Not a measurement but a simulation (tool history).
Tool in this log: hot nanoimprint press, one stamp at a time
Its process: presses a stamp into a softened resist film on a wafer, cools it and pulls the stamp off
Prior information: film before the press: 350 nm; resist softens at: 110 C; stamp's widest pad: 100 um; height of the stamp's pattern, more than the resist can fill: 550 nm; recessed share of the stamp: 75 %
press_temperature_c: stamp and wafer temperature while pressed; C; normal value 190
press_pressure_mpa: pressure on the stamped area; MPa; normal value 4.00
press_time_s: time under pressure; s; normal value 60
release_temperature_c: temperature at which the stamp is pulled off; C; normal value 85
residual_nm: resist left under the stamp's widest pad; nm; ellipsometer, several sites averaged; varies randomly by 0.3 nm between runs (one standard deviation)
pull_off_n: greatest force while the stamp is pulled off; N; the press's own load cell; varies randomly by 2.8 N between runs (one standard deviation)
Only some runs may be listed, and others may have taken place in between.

run 1 hour=0.0 | press_temperature_c=190 press_pressure_mpa=4.00 press_time_s=60 release_temperature_c=85 | residual_nm=173.7 pull_off_n=133
run 2 hour=72.8 | press_temperature_c=190 press_pressure_mpa=4.00 press_time_s=60 release_temperature_c=85 | residual_nm=173.2 pull_off_n=131
-- hour=118.5 stamp cleaned and given a new release coat
run 3 hour=129.0 | press_temperature_c=190 press_pressure_mpa=4.00 press_time_s=60 release_temperature_c=85 | residual_nm=173.4 pull_off_n=131
run 4 hour=178.0 | press_temperature_c=190 press_pressure_mpa=4.00 press_time_s=60 release_temperature_c=85 | residual_nm=173.4 pull_off_n=127
run 5 hour=277.8 | press_temperature_c=190 press_pressure_mpa=4.00 press_time_s=60 release_temperature_c=85 | residual_nm=173.8 pull_off_n=128
run 6 hour=364.2 | press_temperature_c=190 press_pressure_mpa=4.00 press_time_s=60 release_temperature_c=85 | residual_nm=172.7 pull_off_n=131
run 7 hour=415.1 | press_temperature_c=190 press_pressure_mpa=4.00 press_time_s=60 release_temperature_c=85 | residual_nm=173.3 pull_off_n=134
run 8 hour=505.7 | press_temperature_c=190 press_pressure_mpa=4.00 press_time_s=35 release_temperature_c=85 | residual_nm=205.8 pull_off_n=131
run 9 hour=574.8 | press_temperature_c=190 press_pressure_mpa=4.00 press_time_s=35 release_temperature_c=85 | residual_nm=205.5 pull_off_n=129
run 10 hour=641.3 | press_temperature_c=190 press_pressure_mpa=4.77 press_time_s=60 release_temperature_c=85 | residual_nm=159.2 pull_off_n=133
-- hour=693.3 stamp cleaned and given a new release coat
run 11 hour=719.8 | press_temperature_c=183 press_pressure_mpa=4.01 press_time_s=60 release_temperature_c=85 | residual_nm=218.6 pull_off_n=128
run 12 hour=787.7 | press_temperature_c=194 press_pressure_mpa=3.50 press_time_s=60 release_temperature_c=84 | residual_nm=161.0 pull_off_n=134
run 13 hour=856.2 | press_temperature_c=188 press_pressure_mpa=4.00 press_time_s=47 release_temperature_c=85 | residual_nm=199.8 pull_off_n=127
run 14 hour=917.5 | press_temperature_c=182 press_pressure_mpa=4.00 press_time_s=91 release_temperature_c=85 | residual_nm=199.5 pull_off_n=126
run 15 hour=964.1 | press_temperature_c=190 press_pressure_mpa=3.70 press_time_s=60 release_temperature_c=83 | residual_nm=179.4 pull_off_n=130
run 16 hour=1058.7 | press_temperature_c=199 press_pressure_mpa=3.70 press_time_s=60 release_temperature_c=86 | residual_nm=132.6 pull_off_n=135
run 17 hour=1109.5 | press_temperature_c=199 press_pressure_mpa=3.82 press_time_s=60 release_temperature_c=88 | residual_nm=130.0 pull_off_n=127
-- hour=1139.5 plate thermocouple calibrated
run 18 hour=1164.5 | press_temperature_c=200 press_pressure_mpa=4.20 press_time_s=111 release_temperature_c=71 | residual_nm=94.2 pull_off_n=144
run 19 hour=1232.7 | press_temperature_c=200 press_pressure_mpa=3.60 press_time_s=111 release_temperature_c=82 | residual_nm=102.5 pull_off_n=134
-- hour=1267.9 stamp cleaned and given a new release coat
run 20 hour=1337.7 | press_temperature_c=200 press_pressure_mpa=4.53 press_time_s=111 release_temperature_c=82 | residual_nm=90.4 pull_off_n=131

Below are 5 alternative next runs, each starting from the tool's condition after run 20. Predict each:
run A hour=1402.1 | press_temperature_c=200 press_pressure_mpa=4.17 press_time_s=104 release_temperature_c=82 | residual_nm=? pull_off_n=?
run B hour=1402.1 | press_temperature_c=190 press_pressure_mpa=4.00 press_time_s=35 release_temperature_c=93 | residual_nm=? pull_off_n=?
run C hour=1402.1 | press_temperature_c=190 press_pressure_mpa=6.01 press_time_s=32 release_temperature_c=77 | residual_nm=? pull_off_n=?
run D hour=1402.1 | press_temperature_c=200 press_pressure_mpa=4.53 press_time_s=111 release_temperature_c=82 | residual_nm=? pull_off_n=?
run E hour=1402.1 | press_temperature_c=202 press_pressure_mpa=4.53 press_time_s=64 release_temperature_c=76 | residual_nm=? pull_off_n=?

run=A residual_nm=96.9 pull_off_n=133
run=B residual_nm=205.0 pull_off_n=124
run=C residual_nm=176.3 pull_off_n=135
run=D residual_nm=89.9 pull_off_n=134
run=E residual_nm=104.8 pull_off_n=132
Without the tool's hidden state the same runs would have given:
run=A residual_nm=97.4 pull_off_n=133
run=B residual_nm=206.0 pull_off_n=124
run=C residual_nm=177.0 pull_off_n=134
run=D residual_nm=90.3 pull_off_n=133
run=E residual_nm=105.2 pull_off_n=132
